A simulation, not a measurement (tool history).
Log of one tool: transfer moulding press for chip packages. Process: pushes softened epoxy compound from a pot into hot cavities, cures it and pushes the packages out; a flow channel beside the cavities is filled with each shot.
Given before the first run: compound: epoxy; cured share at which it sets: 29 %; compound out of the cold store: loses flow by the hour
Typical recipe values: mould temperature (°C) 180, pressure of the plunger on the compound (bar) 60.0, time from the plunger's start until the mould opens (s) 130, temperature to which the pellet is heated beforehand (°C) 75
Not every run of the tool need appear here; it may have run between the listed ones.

run,hour,mould temperature (°C),pressure of the plunger on the compound (bar),time from the plunger's start until the mould opens (s),temperature to which the pellet is heated beforehand (°C),incoming compound's hours out of the cold store,length that the compound runs in the flow channel (mm),greatest force on the pins that push the packages out (N)
1,0.0,180,60.0,130,75,36.4,858,332
2,7.3,180,60.0,130,75,13.5,886,373
3,14.7,180,60.0,130,78,44.2,835,397
4,21.9,180,60.0,130,78,46.6,824,418
5,29.0,184,60.0,130,75,17.2,877,383
6,34.7,180,60.0,130,75,19.5,889,460
7,39.2,180,60.0,130,75,46.0,824,453
8,47.4,180,60.0,130,75,12.8,887,492
9,53.7,180,60.0,130,75,13.5,876,487
10,59.0,180,60.0,130,75,37.8,830,484
11,68.1,180,60.0,130,75,21.9,876,510
12,75.4,180,60.0,130,69,20.5,862,533
13,83.5,180,60.0,146,75,43.4,828,297
14,94.5,180,60.0,146,75,15.8,878,336
15,100.5,180,60.0,146,75,30.7,857,335
16,107.6,180,60.0,146,75,19.5,875,371
17,115.5,180,60.0,146,75,21.3,868,390
18,122.0,183,60.0,126,75,13.2,870,424
19,128.4,181,57.0,162,70,13.5,855,387
20,135.1,176,54.3,153,71,33.0,812,468
21,144.2,180,60.0,130,82,20.1,870,497
22,149.7,180,60.0,130,81,12.0,878,518
23,154.5,187,53.6,125,76,11.9,819,423
24,160.5,180,60.0,136,75,34.0,832,483
25,170.2,178,49.0,133,72,45.7,770,350
26,176.3,178,49.0,133,72,32.7,800,383
27,186.1,178,49.0,133,72,12.9,831,428
28,190.7,178,49.0,133,72,13.5,837,463

Removed from this log: 5 entries logged between the listed runs. Between which two listed runs does each belong, and how does the tool's hidden state at the listed run before it compare with that at the listed run after it?
Logged between run 12 and run 13: cavities cleaned with cleaning compound and waxed (hour 79.1)
  pressure that reaches the compound, % of what is set: 93.28 -> 93.13; grip of the stained cavities, % over clean ones': 73.9 -> 11.1
  the result without the hidden state subtracted from the measured one, length that the compound runs in the flow channel (mm): -30 -> -30; greatest force on the pins that push the packages out (N): +224 -> +30
Logged between run 13 and run 14: mould's thermocouples calibrated (hour 86.4)
  true mould temperature over the reading, C: 0.06 -> 0.08; pressure that reaches the compound, % of what is set: 93.13 -> 92.94; grip of the stained cavities, % over clean ones': 11.1 -> 25
  the result without the hidden state subtracted from the measured one, length that the compound runs in the flow channel (mm): -30 -> -33; greatest force on the pins that push the packages out (N): +30 -> +67
Logged between run 16 and run 17: mould's thermocouples calibrated, once more (hour 110.3)
  true mould temperature over the reading, C: 0.1 -> -0.06; pressure that reaches the compound, % of what is set: 92.68 -> 92.54; grip of the stained cavities, % over clean ones': 40.8 -> 46.4
  the result without the hidden state subtracted from the measured one, length that the compound runs in the flow channel (mm): -34 -> -34; greatest force on the pins that push the packages out (N): +106 -> +121
Logged between run 24 and run 25: plunger's sealing rings changed (hour 164.3); cavities cleaned with cleaning compound and waxed (hour 168.5)
  pressure that reaches the compound, % of what is set: 91.5 -> 99.45; grip of the stained cavities, % over clean ones': 73.2 -> 5.9
  the result without the hidden state subtracted from the measured one, length that the compound runs in the flow channel (mm): -38 -> -2; greatest force on the pins that push the packages out (N): +206 -> +19

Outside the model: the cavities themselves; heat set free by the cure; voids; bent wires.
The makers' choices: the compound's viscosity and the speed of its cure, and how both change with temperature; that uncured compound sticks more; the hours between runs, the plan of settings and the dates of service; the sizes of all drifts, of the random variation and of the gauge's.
